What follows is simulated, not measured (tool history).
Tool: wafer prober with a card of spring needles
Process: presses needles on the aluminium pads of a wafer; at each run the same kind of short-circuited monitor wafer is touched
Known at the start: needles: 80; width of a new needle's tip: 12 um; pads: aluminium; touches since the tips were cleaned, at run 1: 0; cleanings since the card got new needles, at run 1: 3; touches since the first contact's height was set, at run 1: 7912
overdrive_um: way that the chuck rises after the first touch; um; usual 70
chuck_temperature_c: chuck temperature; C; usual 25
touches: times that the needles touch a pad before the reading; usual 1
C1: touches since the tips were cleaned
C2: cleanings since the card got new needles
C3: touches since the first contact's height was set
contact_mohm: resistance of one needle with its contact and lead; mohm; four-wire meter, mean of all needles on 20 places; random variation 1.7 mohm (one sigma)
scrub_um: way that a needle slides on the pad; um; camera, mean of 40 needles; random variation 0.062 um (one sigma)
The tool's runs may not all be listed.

{"run": 1, "hour": 0.0, "overdrive_um": 70, "chuck_temperature_c": 25, "touches": 1, "C1": 0, "C2": 3, "C3": 7912, "contact_mohm": 243, "scrub_um": 15.61}
{"hour": 6.9, "done": "tips cleaned on abrasive film"}
{"hour": 13.9, "done": "tips cleaned on abrasive film"}
{"hour": 20.8, "done": "tips cleaned on abrasive film"}
{"hour": 27.7, "done": "tips cleaned on abrasive film"}
{"hour": 34.6, "done": "tips cleaned on abrasive film"}
{"hour": 40.2, "done": "tips cleaned on abrasive film"}
{"hour": 47.1, "done": "tips cleaned on abrasive film"}
{"hour": 52.7, "done": "tips cleaned on abrasive film"}
{"hour": 59.4, "done": "tips cleaned on abrasive film"}
{"run": 2, "hour": 59.4, "overdrive_um": 70, "chuck_temperature_c": 25, "touches": 1, "C1": 0, "C2": 12, "C3": 32801, "contact_mohm": 242, "scrub_um": 15.61}
{"hour": 65.0, "done": "tips cleaned on abrasive film"}
{"hour": 71.9, "done": "tips cleaned on abrasive film"}
{"hour": 77.5, "done": "tips cleaned on abrasive film"}
{"hour": 84.4, "done": "tips cleaned on abrasive film"}
{"hour": 91.3, "done": "tips cleaned on abrasive film"}
{"hour": 98.3, "done": "tips cleaned on abrasive film"}
{"hour": 103.8, "done": "tips cleaned on abrasive film"}
{"hour": 110.8, "done": "tips cleaned on abrasive film"}
{"hour": 116.3, "done": "tips cleaned on abrasive film"}
{"hour": 123.2, "done": "tips cleaned on abrasive film"}
{"run": 3, "hour": 123.2, "overdrive_um": 70, "chuck_temperature_c": 25, "touches": 1, "C1": 0, "C2": 22, "C3": 59487, "contact_mohm": 244, "scrub_um": 15.58}
{"hour": 130.1, "done": "tips cleaned on abrasive film"}
{"hour": 137.0, "done": "tips cleaned on abrasive film"}
{"hour": 144.0, "done": "tips cleaned on abrasive film"}
{"hour": 150.9, "done": "tips cleaned on abrasive film"}
{"run": 4, "hour": 152.3, "overdrive_um": 70, "chuck_temperature_c": 25, "touches": 1, "C1": 617, "C2": 26, "C3": 71719, "contact_mohm": 245, "scrub_um": 15.56}
{"hour": 156.5, "done": "tips cleaned on abrasive film"}
{"hour": 163.5, "done": "tips cleaned on abrasive film"}
{"hour": 170.4, "done": "tips cleaned on abrasive film"}
{"hour": 176.0, "done": "tips cleaned on abrasive film"}
{"hour": 182.9, "done": "tips cleaned on abrasive film"}
{"hour": 189.8, "done": "tips cleaned on abrasive film"}
{"hour": 196.7, "done": "tips cleaned on abrasive film"}
{"run": 5, "hour": 196.7, "overdrive_um": 70, "chuck_temperature_c": 25, "touches": 1, "C1": 0, "C2": 33, "C3": 90269, "contact_mohm": 241, "scrub_um": 15.5}
{"hour": 202.2, "done": "tips cleaned on abrasive film"}
{"hour": 209.1, "done": "tips cleaned on abrasive film"}
{"hour": 216.1, "done": "tips cleaned on abrasive film"}
{"hour": 223.0, "done": "tips cleaned on abrasive film"}
{"hour": 228.6, "done": "tips cleaned on abrasive film"}
{"hour": 235.5, "done": "tips cleaned on abrasive film"}
{"hour": 242.4, "done": "tips cleaned on abrasive film"}
{"run": 6, "hour": 246.3, "overdrive_um": 70, "chuck_temperature_c": 25, "touches": 1, "C1": 1649, "C2": 40, "C3": 111085, "contact_mohm": 245, "scrub_um": 15.51}
{"hour": 249.1, "done": "tips cleaned on abrasive film"}
{"hour": 256.1, "done": "tips cleaned on abrasive film"}
{"hour": 263.0, "done": "tips cleaned on abrasive film"}
{"hour": 269.9, "done": "tips cleaned on abrasive film"}
{"hour": 275.5, "done": "tips cleaned on abrasive film"}
{"run": 7, "hour": 278.0, "overdrive_um": 70, "chuck_temperature_c": 25, "touches": 1, "C1": 1059, "C2": 45, "C3": 124342, "contact_mohm": 244, "scrub_um": 15.44}
{"hour": 282.2, "done": "tips cleaned on abrasive film"}
{"hour": 289.1, "done": "tips cleaned on abrasive film"}
{"hour": 296.0, "done": "tips cleaned on abrasive film"}
{"hour": 303.0, "done": "tips cleaned on abrasive film"}
{"hour": 309.9, "done": "tips cleaned on abrasive film"}
{"run": 8, "hour": 315.0, "overdrive_um": 70, "chuck_temperature_c": 25, "touches": 1, "C1": 2166, "C2": 50, "C3": 139865, "contact_mohm": 242, "scrub_um": 15.49}
{"hour": 316.4, "done": "tips cleaned on abrasive film"}
{"hour": 323.4, "done": "tips cleaned on abrasive film"}
{"hour": 330.3, "done": "tips cleaned on abrasive film"}
{"hour": 337.2, "done": "tips cleaned on abrasive film"}
{"hour": 344.2, "done": "tips cleaned on abrasive film"}
{"hour": 351.1, "done": "tips cleaned on abrasive film"}
{"run": 9, "hour": 355.5, "overdrive_um": 70, "chuck_temperature_c": 25, "touches": 1, "C1": 1887, "C2": 56, "C3": 156853, "contact_mohm": 246, "scrub_um": 15.52}
{"hour": 357.0, "done": "tips cleaned on abrasive film"}
{"hour": 363.9, "done": "tips cleaned on abrasive film"}
{"hour": 369.5, "done": "tips cleaned on abrasive film"}
{"hour": 376.4, "done": "tips cleaned on abrasive film"}
{"hour": 383.3, "done": "tips cleaned on abrasive film"}
{"hour": 390.3, "done": "tips cleaned on abrasive film"}
{"run": 10, "hour": 394.4, "overdrive_um": 70, "chuck_temperature_c": 25, "touches": 1, "C1": 1743, "C2": 62, "C3": 173118, "contact_mohm": 243, "scrub_um": 15.49}
{"hour": 396.8, "done": "tips cleaned on abrasive film"}
{"hour": 403.8, "done": "tips cleaned on abrasive film"}
{"hour": 409.3, "done": "tips cleaned on abrasive film"}
{"hour": 416.2, "done": "tips cleaned on abrasive film"}
{"hour": 421.8, "done": "tips cleaned on abrasive film"}
{"hour": 428.7, "done": "tips cleaned on abrasive film"}
{"hour": 429.0, "done": "height of the first contact set anew"}
{"run": 11, "hour": 433.9, "overdrive_um": 70, "chuck_temperature_c": 25, "touches": 1, "C1": 2068, "C2": 68, "C3": 2068, "contact_mohm": 241, "scrub_um": 15.43}
{"hour": 435.4, "done": "tips cleaned on abrasive film"}
{"hour": 440.9, "done": "tips cleaned on abrasive film"}
{"hour": 447.9, "done": "tips cleaned on abrasive film"}
{"hour": 454.8, "done": "tips cleaned on abrasive film"}
{"hour": 461.7, "done": "tips cleaned on abrasive film"}
{"hour": 468.6, "done": "tips cleaned on abrasive film"}
{"hour": 474.2, "done": "tips cleaned on abrasive film"}
{"hour": 481.1, "done": "tips cleaned on abrasive film"}
{"run": 12, "hour": 485.0, "overdrive_um": 57, "chuck_temperature_c": 45, "touches": 2, "C1": 1626, "C2": 76, "C3": 23441, "contact_mohm": 253, "scrub_um": 12.57}
{"hour": 487.8, "done": "tips cleaned on abrasive film"}
{"hour": 494.7, "done": "tips cleaned on abrasive film"}
{"hour": 501.6, "done": "tips cleaned on abrasive film"}
{"hour": 508.6, "done": "tips cleaned on abrasive film"}
{"run": 13, "hour": 513.0, "overdrive_um": 57, "chuck_temperature_c": 45, "touches": 2, "C1": 1882, "C2": 80, "C3": 35196, "contact_mohm": 250, "scrub_um": 12.67}
{"hour": 514.5, "done": "tips cleaned on abrasive film"}
{"hour": 520.0, "done": "tips cleaned on abrasive film"}
{"hour": 527.0, "done": "tips cleaned on abrasive film"}
{"hour": 532.5, "done": "tips cleaned on abrasive film"}
{"hour": 539.4, "done": "tips cleaned on abrasive film"}
{"hour": 546.4, "done": "tips cleaned on abrasive film"}
{"hour": 553.3, "done": "tips cleaned on abrasive film"}
{"hour": 560.2, "done": "tips cleaned on abrasive film"}
{"hour": 567.2, "done": "tips cleaned on abrasive film"}
{"hour": 574.1, "done": "tips cleaned on abrasive film"}
{"run": 14, "hour": 575.9, "overdrive_um": 61, "chuck_temperature_c": 27, "touches": 2, "C1": 755, "C2": 90, "C3": 61505, "contact_mohm": 246, "scrub_um": 13.46}
{"hour": 580.1, "done": "tips cleaned on abrasive film"}
{"hour": 587.0, "done": "tips cleaned on abrasive film"}
{"hour": 592.6, "done": "tips cleaned on abrasive film"}
{"hour": 599.5, "done": "tips cleaned on abrasive film"}
{"hour": 606.4, "done": "tips cleaned on abrasive film"}
{"hour": 613.3, "done": "tips cleaned on abrasive film"}
{"run": 15, "hour": 616.9, "overdrive_um": 83, "chuck_temperature_c": 40, "touches": 1, "C1": 1495, "C2": 96, "C3": 78683, "contact_mohm": 247, "scrub_um": 18.27}
{"hour": 619.7, "done": "tips cleaned on abrasive film"}
{"hour": 625.3, "done": "tips cleaned on abrasive film"}
{"hour": 632.2, "done": "tips cleaned on abrasive film"}
{"hour": 639.1, "done": "tips cleaned on abrasive film"}
{"hour": 646.0, "done": "tips cleaned on abrasive film"}
{"hour": 653.0, "done": "tips cleaned on abrasive film"}
{"hour": 658.5, "done": "tips cleaned on abrasive film"}
{"hour": 665.5, "done": "tips cleaned on abrasive film"}
{"hour": 671.0, "done": "tips cleaned on abrasive film"}
{"run": 16, "hour": 671.5, "overdrive_um": 74, "chuck_temperature_c": 40, "touches": 1, "C1": 207, "C2": 105, "C3": 101541, "contact_mohm": 249, "scrub_um": 16.21}
{"hour": 677.1, "done": "tips cleaned on abrasive film"}
{"hour": 682.6, "done": "tips cleaned on abrasive film"}
{"hour": 689.6, "done": "tips cleaned on abrasive film"}
{"hour": 696.5, "done": "tips cleaned on abrasive film"}
{"hour": 703.4, "done": "tips cleaned on abrasive film"}
{"hour": 710.4, "done": "tips cleaned on abrasive film"}
{"hour": 717.3, "done": "tips cleaned on abrasive film"}
{"hour": 724.2, "done": "tips cleaned on abrasive film"}
{"run": 17, "hour": 729.6, "overdrive_um": 74, "chuck_temperature_c": 40, "touches": 1, "C1": 2283, "C2": 113, "C3": 125896, "contact_mohm": 247, "scrub_um": 16.17}
{"hour": 731.0, "done": "tips cleaned on abrasive film"}
{"hour": 738.0, "done": "tips cleaned on abrasive film"}
{"hour": 744.9, "done": "tips cleaned on abrasive film"}
{"hour": 750.5, "done": "tips cleaned on abrasive film"}
{"hour": 757.4, "done": "tips cleaned on abrasive film"}
{"hour": 764.3, "done": "tips cleaned on abrasive film"}
{"hour": 771.2, "done": "tips cleaned on abrasive film"}
{"hour": 778.1, "done": "tips cleaned on abrasive film"}
{"run": 18, "hour": 778.1, "overdrive_um": 56, "chuck_temperature_c": 28, "touches": 2, "C1": 0, "C2": 121, "C3": 146178, "contact_mohm": 244, "scrub_um": 12.21}
{"hour": 785.0, "done": "tips cleaned on abrasive film"}
{"hour": 791.9, "done": "tips cleaned on abrasive film"}
{"hour": 797.5, "done": "tips cleaned on abrasive film"}
{"hour": 804.4, "done": "tips cleaned on abrasive film"}
{"hour": 811.3, "done": "tips cleaned on abrasive film"}
{"hour": 818.3, "done": "tips cleaned on abrasive film"}
{"hour": 823.8, "done": "tips cleaned on abrasive film"}
{"hour": 830.8, "done": "tips cleaned on abrasive film"}
{"run": 19, "hour": 833.3, "overdrive_um": 71, "chuck_temperature_c": 81, "touches": 2, "C1": 1079, "C2": 129, "C3": 169327, "contact_mohm": 257, "scrub_um": 15.54}
{"hour": 837.5, "done": "tips cleaned on abrasive film"}
{"hour": 843.1, "done": "tips cleaned on abrasive film"}
{"hour": 850.0, "done": "tips cleaned on abrasive film"}
{"hour": 855.6, "done": "tips cleaned on abrasive film"}
{"hour": 862.5, "done": "tips cleaned on abrasive film"}
{"hour": 869.4, "done": "tips cleaned on abrasive film"}
{"run": 20, "hour": 871.9, "overdrive_um": 71, "chuck_temperature_c": 81, "touches": 2, "C1": 1063, "C2": 135, "C3": 185491, "contact_mohm": 258, "scrub_um": 15.57}
{"hour": 876.1, "done": "tips cleaned on abrasive film"}
{"hour": 877.8, "done": "height of the first contact set anew"}
{"hour": 883.3, "done": "tips cleaned on abrasive film"}
{"hour": 890.3, "done": "tips cleaned on abrasive film"}
{"hour": 895.8, "done": "tips cleaned on abrasive film"}
{"hour": 902.8, "done": "tips cleaned on abrasive film"}
{"hour": 908.3, "done": "tips cleaned on abrasive film"}
{"hour": 915.2, "done": "tips cleaned on abrasive film"}
{"run": 21, "hour": 918.1, "overdrive_um": 54, "chuck_temperature_c": 81, "touches": 1, "C1": 1208, "C2": 142, "C3": 16889, "contact_mohm": 256, "scrub_um": 11.79}

Measured less the same run without the tool's hidden state. The same run-to-run variation is in both; the gauge's scatter may not be:
The hidden state here: debris on the tips, nm; way that the needles fall short of the set height, um; tips' diameter, um; drift of the gauge itself on contact_mohm, %; drift of the gauge itself on scrub_um, %.
run=1 scrub_um=+0
run=2 scrub_um=-0.03
run=3 scrub_um=-0.06
run=4 scrub_um=-0.07
run=5 scrub_um=-0.09
run=6 scrub_um=-0.11
run=7 scrub_um=-0.12
run=8 scrub_um=-0.14
run=9 scrub_um=-0.16
run=10 scrub_um=-0.18
run=11 scrub_um=-0.15
run=12 scrub_um=-0.15
run=13 scrub_um=-0.16
run=14 scrub_um=-0.2
run=15 scrub_um=-0.28
run=16 scrub_um=-0.28
run=17 scrub_um=-0.31
run=18 scrub_um=-0.26
run=19 scrub_um=-0.34
run=20 scrub_um=-0.36
run=21 scrub_um=-0.26
contact_mohm: within 1 mohm of the measured result in every run.

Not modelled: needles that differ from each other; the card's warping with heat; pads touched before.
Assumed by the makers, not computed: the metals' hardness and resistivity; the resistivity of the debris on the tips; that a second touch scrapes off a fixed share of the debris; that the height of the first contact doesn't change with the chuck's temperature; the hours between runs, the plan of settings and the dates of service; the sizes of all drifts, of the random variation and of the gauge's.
